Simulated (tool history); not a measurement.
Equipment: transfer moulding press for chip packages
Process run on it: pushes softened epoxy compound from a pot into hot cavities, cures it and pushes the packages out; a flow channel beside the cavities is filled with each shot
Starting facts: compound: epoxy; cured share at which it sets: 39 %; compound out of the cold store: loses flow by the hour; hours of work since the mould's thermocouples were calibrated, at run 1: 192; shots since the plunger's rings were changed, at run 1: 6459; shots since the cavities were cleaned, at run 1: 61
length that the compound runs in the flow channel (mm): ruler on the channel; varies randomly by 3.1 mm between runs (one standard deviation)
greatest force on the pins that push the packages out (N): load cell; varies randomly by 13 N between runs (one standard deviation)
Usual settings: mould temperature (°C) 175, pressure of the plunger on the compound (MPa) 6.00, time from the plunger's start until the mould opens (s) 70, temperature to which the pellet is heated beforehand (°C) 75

| run | hour | mould temperature (°C) | pressure of the plunger on the compound (MPa) | time from the plunger's start until the mould opens (s) | temperature to which the pellet is heated beforehand (°C) | hours of work since the mould's thermocouples were calibrated | shots since the plunger's rings were changed | shots since the cavities were cleaned | incoming compound's hours out of the cold store | length that the compound runs in the flow channel (mm) | greatest force on the pins that push the packages out (N) |
|---|---|---|---|---|---|---|---|---|---|---|---|
| 1 | 0.0 | 175 | 6.00 | 70 | 75 | 192 | 6459 | 61 | 21.3 | 528 | 703 |
|  | 43.0 | plunger's sealing rings changed |
| 2 | 48.9 | 175 | 6.00 | 70 | 75 | 215 | 61 | 539 | 30.6 | 556 | 887 |
|  | 96.0 | cavities cleaned with cleaning compound and waxed |
| 3 | 100.1 | 175 | 6.00 | 70 | 75 | 239 | 574 | 42 | 17.1 | 583 | 670 |
| 4 | 156.7 | 175 | 4.68 | 70 | 75 | 267 | 1159 | 627 | 45.1 | 446 | 908 |
|  | 195.7 | cavities cleaned with cleaning compound and waxed |
| 5 | 211.9 | 175 | 4.68 | 70 | 75 | 293 | 1712 | 167 | 29.0 | 485 | 778 |
| 6 | 248.1 | 175 | 4.68 | 70 | 75 | 311 | 2085 | 540 | 30.1 | 474 | 928 |
|  | 293.4 | cavities cleaned with cleaning compound and waxed |
| 7 | 306.0 | 175 | 4.68 | 70 | 75 | 339 | 2668 | 130 | 24.7 | 482 | 735 |
| 8 | 349.5 | 173 | 6.00 | 70 | 75 | 360 | 3117 | 579 | 29.5 | 534 | 1002 |
|  | 390.9 | cavities cleaned with cleaning compound and waxed |
| 9 | 400.3 | 173 | 6.00 | 70 | 75 | 384 | 3625 | 97 | 31.5 | 520 | 768 |
| 10 | 440.6 | 175 | 6.00 | 70 | 67 | 404 | 4041 | 513 | 23.0 | 545 | 902 |
|  | 487.7 | cavities cleaned with cleaning compound and waxed |
| 11 | 489.0 | 175 | 6.00 | 70 | 67 | 427 | 4525 | 13 | 13.5 | 557 | 678 |
| 12 | 530.4 | 175 | 6.00 | 70 | 75 | 447 | 4952 | 440 | 47.7 | 479 | 798 |
| 13 | 566.3 | 175 | 6.00 | 70 | 75 | 464 | 5323 | 811 | 20.5 | 533 | 981 |
|  | 589.0 | cavities cleaned with cleaning compound and waxed |
| 14 | 606.6 | 175 | 6.74 | 70 | 75 | 483 | 5722 | 180 | 42.2 | 509 | 680 |
| 15 | 637.4 | 169 | 6.39 | 79 | 71 | 498 | 6041 | 499 | 20.5 | 551 | 980 |
|  | 686.4 | cavities cleaned with cleaning compound and waxed |
| 16 | 690.5 | 179 | 6.37 | 70 | 67 | 524 | 6573 | 42 | 31.6 | 508 | 561 |
|  | 723.7 | plunger's sealing rings changed |
| 17 | 750.9 | 179 | 6.37 | 70 | 67 | 552 | 281 | 639 | 44.6 | 530 | 742 |
|  | 788.3 | cavities cleaned with cleaning compound and waxed |
| 18 | 796.9 | 172 | 6.00 | 78 | 78 | 574 | 740 | 88 | 13.8 | 592 | 657 |
| 19 | 836.0 | 176 | 6.00 | 50 | 71 | 593 | 1144 | 492 | 47.0 | 499 | 1984 |
|  | 886.3 | cavities cleaned with cleaning compound and waxed |
| 20 | 893.8 | 175 | 6.00 | 66 | 75 | 620 | 1725 | 78 | 9.0 | 597 | 833 |
| 21 | 935.6 | 169 | 5.10 | 64 | 67 | 641 | 2156 | 509 | 14.9 | 543 | 1747 |
|  | 985.6 | cavities cleaned with cleaning compound and waxed |
| 22 | 986.1 | 175 | 4.69 | 71 | 75 | 665 | 2661 | 5 | 32.1 | 470 | 599 |
| 23 | 1022.7 | 175 | 4.69 | 71 | 75 | 683 | 3039 | 383 | 8.4 | 516 | 818 |
| 24 | 1070.1 | 174 | 4.69 | 71 | 77 | 706 | 3528 | 872 | 31.7 | 469 | 962 |
|  | 1083.2 | cavities cleaned with cleaning compound and waxed |
| 25 | 1110.2 | 174 | 4.69 | 71 | 77 | 725 | 3926 | 279 | 36.7 | 453 | 779 |
| 26 | 1166.5 | 167 | 4.69 | 71 | 76 | 752 | 4507 | 860 | 23.9 | 487 | 1580 |
|  | 1184.6 | cavities cleaned with cleaning compound and waxed |
|  | 1206.2 | mould's thermocouples calibrated |
| 27 | 1218.5 | 172 | 6.00 | 54 | 82 | 6 | 5008 | 329 | 10.7 | 564 | 2034 |

Some steps in length that the compound runs in the flow channel (mm) between neighbouring runs. How much of each would the tool show without its hidden state too (settings, what came in, random variation), and how much is left for the hidden state, with any gauge scatter that isn't in both results?
Hidden conditions of the tool in this case: true mould temperature over the reading, C; pressure that reaches the compound, % of what is set; grip of the stained cavities, % over clean ones'; drift of the gauge itself on flow_mm, %; drift of the gauge itself on push_out_n, %.
Run 1 -> 2: plunger's sealing rings changed. length that the compound runs in the flow channel (mm) +28: hidden state +51, all else -23.
Run 3 -> 4: pressure of the plunger on the compound (MPa) 6.00 -> 4.68. length that the compound runs in the flow channel (mm) -137: hidden state -2, all else -135.
Run 16 -> 17: plunger's sealing rings changed. length that the compound runs in the flow channel (mm) +22: hidden state +51, all else -29.
Run 19 -> 20: mould temperature (°C) 176 -> 175, time from the plunger's start until the mould opens (s) 50 -> 66, temperature to which the pellet is heated beforehand (°C) 71 -> 75, cavities cleaned with cleaning compound and waxed. length that the compound runs in the flow channel (mm) +98: hidden state -6, all else +104.

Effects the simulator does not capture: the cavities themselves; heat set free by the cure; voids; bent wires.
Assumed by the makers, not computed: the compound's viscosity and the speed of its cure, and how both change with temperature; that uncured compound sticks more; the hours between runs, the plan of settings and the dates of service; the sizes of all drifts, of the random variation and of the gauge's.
